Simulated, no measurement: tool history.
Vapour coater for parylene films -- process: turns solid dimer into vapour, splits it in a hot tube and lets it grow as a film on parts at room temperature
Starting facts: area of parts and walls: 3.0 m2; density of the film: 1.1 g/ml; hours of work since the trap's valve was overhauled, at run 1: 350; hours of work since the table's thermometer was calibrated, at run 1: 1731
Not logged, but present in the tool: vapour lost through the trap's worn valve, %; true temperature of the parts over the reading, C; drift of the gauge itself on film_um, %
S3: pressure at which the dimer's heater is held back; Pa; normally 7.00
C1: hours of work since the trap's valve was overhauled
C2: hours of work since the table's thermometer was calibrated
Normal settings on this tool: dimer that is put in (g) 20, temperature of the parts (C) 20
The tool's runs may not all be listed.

run 1 day=0.000 | dimer_that_is_put_in_(g)=20 temperature_of_the_parts_(C)=20 S3=7.00 | C1=350 C2=1731 | thickness_of_the_film_(nm)=2850
run 2 day=2.283 | dimer_that_is_put_in_(g)=20 temperature_of_the_parts_(C)=20 S3=3.19 | C1=399 C2=1780 | thickness_of_the_film_(nm)=3000
run 3 day=3.679 | dimer_that_is_put_in_(g)=20 temperature_of_the_parts_(C)=20 S3=3.19 | C1=429 C2=1810 | thickness_of_the_film_(nm)=2980
-- day=4.750 trap's valve overhauled
run 4 day=5.225 | dimer_that_is_put_in_(g)=20 temperature_of_the_parts_(C)=20 S3=3.19 | C1=10 C2=1839 | thickness_of_the_film_(nm)=3180
-- day=5.592 table's thermometer calibrated
run 5 day=6.362 | dimer_that_is_put_in_(g)=12 temperature_of_the_parts_(C)=20 S3=7.00 | C1=34 C2=16 | thickness_of_the_film_(nm)=1910
run 6 day=8.071 | dimer_that_is_put_in_(g)=12 temperature_of_the_parts_(C)=20 S3=7.00 | C1=70 C2=53 | thickness_of_the_film_(nm)=1900
run 7 day=9.146 | dimer_that_is_put_in_(g)=12 temperature_of_the_parts_(C)=20 S3=7.00 | C1=93 C2=76 | thickness_of_the_film_(nm)=1900
run 8 day=11.521 | dimer_that_is_put_in_(g)=12 temperature_of_the_parts_(C)=20 S3=7.00 | C1=144 C2=126 | thickness_of_the_film_(nm)=1940
run 9 day=13.725 | dimer_that_is_put_in_(g)=11 temperature_of_the_parts_(C)=20 S3=7.00 | C1=191 C2=173 | thickness_of_the_film_(nm)=1740
run 10 day=15.900 | dimer_that_is_put_in_(g)=11 temperature_of_the_parts_(C)=20 S3=7.00 | C1=237 C2=220 | thickness_of_the_film_(nm)=1660
run 11 day=18.488 | dimer_that_is_put_in_(g)=11 temperature_of_the_parts_(C)=20 S3=7.00 | C1=292 C2=275 | thickness_of_the_film_(nm)=1630
run 12 day=19.850 | dimer_that_is_put_in_(g)=11 temperature_of_the_parts_(C)=20 S3=7.00 | C1=321 C2=304 | thickness_of_the_film_(nm)=1640
run 13 day=21.192 | dimer_that_is_put_in_(g)=20 temperature_of_the_parts_(C)=20 S3=4.31 | C1=350 C2=333 | thickness_of_the_film_(nm)=3050
run 14 day=22.350 | dimer_that_is_put_in_(g)=20 temperature_of_the_parts_(C)=20 S3=5.40 | C1=375 C2=358 | thickness_of_the_film_(nm)=3000
run 15 day=24.583 | dimer_that_is_put_in_(g)=20 temperature_of_the_parts_(C)=20 S3=5.40 | C1=422 C2=405 | thickness_of_the_film_(nm)=2930
-- day=25.800 trap's valve overhauled
run 16 day=26.062 | dimer_that_is_put_in_(g)=36 temperature_of_the_parts_(C)=26 S3=2.20 | C1=6 C2=433 | thickness_of_the_film_(nm)=4990
run 17 day=27.525 | dimer_that_is_put_in_(g)=36 temperature_of_the_parts_(C)=26 S3=2.20 | C1=37 C2=464 | thickness_of_the_film_(nm)=4970
run 18 day=28.746 | dimer_that_is_put_in_(g)=31 temperature_of_the_parts_(C)=20 S3=6.04 | C1=63 C2=490 | thickness_of_the_film_(nm)=5000
run 19 day=29.946 | dimer_that_is_put_in_(g)=31 temperature_of_the_parts_(C)=20 S3=6.04 | C1=88 C2=516 | thickness_of_the_film_(nm)=5030
run 20 day=31.342 | dimer_that_is_put_in_(g)=31 temperature_of_the_parts_(C)=20 S3=6.04 | C1=118 C2=546 | thickness_of_the_film_(nm)=4910
run 21 day=32.992 | dimer_that_is_put_in_(g)=10 temperature_of_the_parts_(C)=16 S3=4.85 | C1=153 C2=581 | thickness_of_the_film_(nm)=1900

What if the next run were any one of these 5? Each begins from the tool's condition after run 21:
run A day=35.346 | dimer_that_is_put_in_(g)=20 temperature_of_the_parts_(C)=20 S3=11.61 | C1=204 C2=631 | thickness_of_the_film_(nm)=?
run B day=35.346 | dimer_that_is_put_in_(g)=10 temperature_of_the_parts_(C)=20 S3=3.26 | C1=204 C2=631 | thickness_of_the_film_(nm)=?
run C day=35.346 | dimer_that_is_put_in_(g)=11 temperature_of_the_parts_(C)=28 S3=3.11 | C1=204 C2=631 | thickness_of_the_film_(nm)=?
run D day=35.346 | dimer_that_is_put_in_(g)=23 temperature_of_the_parts_(C)=12 S3=7.00 | C1=204 C2=631 | thickness_of_the_film_(nm)=?
run E day=35.346 | dimer_that_is_put_in_(g)=26 temperature_of_the_parts_(C)=16 S3=4.85 | C1=204 C2=631 | thickness_of_the_film_(nm)=?

run=A thickness_of_the_film_(nm)=2950
run=B thickness_of_the_film_(nm)=1580
run=C thickness_of_the_film_(nm)=1320
run=D thickness_of_the_film_(nm)=4810
run=E thickness_of_the_film_(nm)=4740
Without the tool's unlogged condition, the same runs would have read:
run=A thickness_of_the_film_(nm)=3180
run=B thickness_of_the_film_(nm)=1700
run=C thickness_of_the_film_(nm)=1420
run=D thickness_of_the_film_(nm)=5160
run=E thickness_of_the_film_(nm)=5090
